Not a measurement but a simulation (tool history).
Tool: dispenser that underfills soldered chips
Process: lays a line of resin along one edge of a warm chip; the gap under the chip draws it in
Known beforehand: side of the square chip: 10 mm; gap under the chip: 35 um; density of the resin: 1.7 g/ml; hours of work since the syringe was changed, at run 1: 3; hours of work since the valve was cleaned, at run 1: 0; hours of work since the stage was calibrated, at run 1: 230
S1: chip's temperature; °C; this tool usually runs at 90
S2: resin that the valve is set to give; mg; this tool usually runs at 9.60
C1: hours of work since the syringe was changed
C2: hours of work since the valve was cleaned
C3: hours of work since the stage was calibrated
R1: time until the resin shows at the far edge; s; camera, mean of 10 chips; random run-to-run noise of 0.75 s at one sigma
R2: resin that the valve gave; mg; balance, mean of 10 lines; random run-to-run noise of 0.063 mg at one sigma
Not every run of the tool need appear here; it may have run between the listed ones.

run    day   S1     S2  C1  C2   C3     R1     R2
  1  0.000   90   9.60   3   0  230   76.5   9.57
  2  0.300   90   9.60   7   4  234   94.8   9.52
  3  0.558   90   9.60  11   8  238  110.7   9.46
     0.621  -- new syringe of resin
  4  0.808   90   9.60   3  12  242   75.7   9.48
  5  1.183   90   9.60   8  17  247   94.8   9.44
     1.462  -- new syringe of resin
  6  1.588   90   9.60   2  23  253   73.3   9.48
  7  1.842   90   9.60   5  26  256   86.3   9.42
  8  2.038   90   9.60   8  29  259   97.1   9.36
     2.321  -- new syringe of resin
  9  2.367   90   9.60   1  34  264   71.0   9.28
 10  2.604   90   9.60   4  37  267   81.9   9.27
 11  2.867   90   9.60   8  41  271   98.8   9.35
     3.167  -- new syringe of resin
 12  3.279   90   9.60   2  47  277   73.0   9.21
     3.688  -- dispensing valve cleaned and set on the balance
 13  3.717   90  11.08   7   0  283   92.3  11.04
 14  3.992   90  11.08  11   4  287  110.2  11.01
     4.038  -- new syringe of resin
 15  4.342   90  11.08   4   9  292   80.2  10.92
 16  4.542   90   9.60   7  12  295   94.7   9.46
     4.867  -- new syringe of resin
 17  4.867   90   9.60   0  17  299   66.7   9.38
 18  5.200   80   8.29   5  22  304  124.3   8.10
 19  5.488   92  11.72   9  26  308   89.6  11.42
 20  5.675   97   8.50  12  29  311   88.0   8.28
     5.708  -- new syringe of resin
 21  5.862   97   8.50   2  31  314   59.3   8.39
 22  6.096   77   9.72   6  35  317  142.6   9.37
 23  6.429  104  10.45  11  39  322   64.8   9.98
     6.550  -- new syringe of resin
 24  6.612  104  10.45   1  42  324   41.8   9.99
 25  6.838   83  10.84   4  45  328  102.9  10.37
 26  7.208   83  10.84  10  51  333  130.5  10.22
     7.362  -- dispensing valve cleaned and set on the balance
     7.433  -- new syringe of resin
 27  7.512   77   8.66   1   2  337  115.4   8.65
 28  7.758   92  12.34   5   6  340   74.6  12.36
 29  7.950   92  12.34   8   8  343   85.2  12.21
 30  8.162  104  12.18  11  11  346   62.5  12.01
     8.279  -- new syringe of resin
 31  8.575  104  12.18   4  17  352   49.0  11.97
 32  8.883  104  12.18   9  22  356   61.1  11.93
 33  9.058  104  12.18  11  24  359   67.1  11.94
     9.125  -- new syringe of resin
 34  9.471   98  11.99   5  30  365   61.2  11.68

Here are 3 independent what-if runs from the current tool condition. What would each one return?
  A  9.712   95  11.48   9  34  368   ?   ?
  B  9.712  101  10.72   9  34  368   ?   ?
  C  9.712   98  11.15   9  34  368   ?   ?

run    R1     R2
  A  81.2  11.13
  B  64.9  10.46
  C  72.0  10.85
With the hidden condition removed and each run's random variation left untouched, the same runs would have given:
run    R1     R2
  A  57.5  11.50
  B  45.9  10.80
  C  51.0  11.21
